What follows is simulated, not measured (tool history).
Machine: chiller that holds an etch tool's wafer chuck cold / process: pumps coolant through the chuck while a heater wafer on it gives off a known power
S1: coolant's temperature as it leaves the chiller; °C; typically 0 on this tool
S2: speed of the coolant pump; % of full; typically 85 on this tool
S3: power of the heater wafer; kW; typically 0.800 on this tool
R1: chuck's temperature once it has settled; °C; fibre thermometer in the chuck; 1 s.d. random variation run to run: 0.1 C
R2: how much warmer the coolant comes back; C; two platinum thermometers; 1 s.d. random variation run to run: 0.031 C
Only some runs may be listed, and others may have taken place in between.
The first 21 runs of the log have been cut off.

Run 22, hour 3207.6: usual settings but S2 61 % of full, S3 0.691 kW. Result: R1 9.7 °C, R2 4.54 C.
Run 23, hour 3350.5: usual settings but S2 61 % of full, S3 0.691 kW. Result: R1 10.1 °C, R2 4.60 C.
Run 24, hour 3506.8: usual settings but S1 -9 °C. Result: R1 -0.1 °C, R2 3.87 C.
Run 25, hour 3724.3: usual settings but S2 94 % of full, S3 0.815 kW. Result: R1 8.6 °C, R2 3.59 C.
Run 26, hour 3866.0: usual settings but S2 77 % of full. Result: R1 10.1 °C, R2 4.34 C.
At hour 3892.1: coolant changed, channels flushed.
Run 27, hour 4073.1: usual settings but S2 90 % of full, S3 0.447 kW. Result: R1 4.5 °C, R2 2.07 C.
At hour 4107.5: coolant pump overhauled.
Run 28, hour 4217.5: usual settings but S2 90 % of full, S3 0.447 kW. Result: R1 3.3 °C, R2 1.43 C.
Run 29, hour 4379.6: usual settings but S2 90 % of full, S3 0.447 kW. Result: R1 3.5 °C, R2 1.52 C.
Run 30, hour 4600.9: usual settings but S1 2 °C, S2 77 % of full, S3 1.094 kW. Result: R1 11.4 °C, R2 4.32 C.
Run 31, hour 4692.8: usual settings but S1 9 °C, S2 72 % of full, S3 1.094 kW. Result: R1 19.0 °C, R2 4.61 C.

5 options for the next run, each taken on its own from the tool as it stands now. Forecast them:
Run A, hour 4856.3: usual settings but S1 1 °C, S2 98 % of full, S3 0.834 kW. Result: R1 ?, R2 ?.
Run B, hour 4856.3: usual settings but S1 -7 °C, S2 61 % of full, S3 0.655 kW. Result: R1 ?, R2 ?.
Run C, hour 4856.3: usual settings but S1 1 °C, S2 72 % of full, S3 0.717 kW. Result: R1 ?, R2 ?.
Run D, hour 4856.3: usual settings but S1 -5 °C, S2 72 % of full, S3 0.937 kW. Result: R1 ?, R2 ?.
Run E, hour 4856.3: usual settings but S1 9 °C, S2 73 % of full, S3 1.094 kW. Result: R1 ?, R2 ?.

run    R1    R2
  A   7.0  2.61
  B  -0.2  3.25
  C   7.7  3.02
  D   3.8  3.94
  E  19.1  4.57
Stripped of hidden state, with their random variation kept, the same runs would have yielded:
run    R1    R2
  A   6.5  2.54
  B  -0.8  3.15
  C   7.1  2.93
  D   3.0  3.82
  E  18.3  4.43

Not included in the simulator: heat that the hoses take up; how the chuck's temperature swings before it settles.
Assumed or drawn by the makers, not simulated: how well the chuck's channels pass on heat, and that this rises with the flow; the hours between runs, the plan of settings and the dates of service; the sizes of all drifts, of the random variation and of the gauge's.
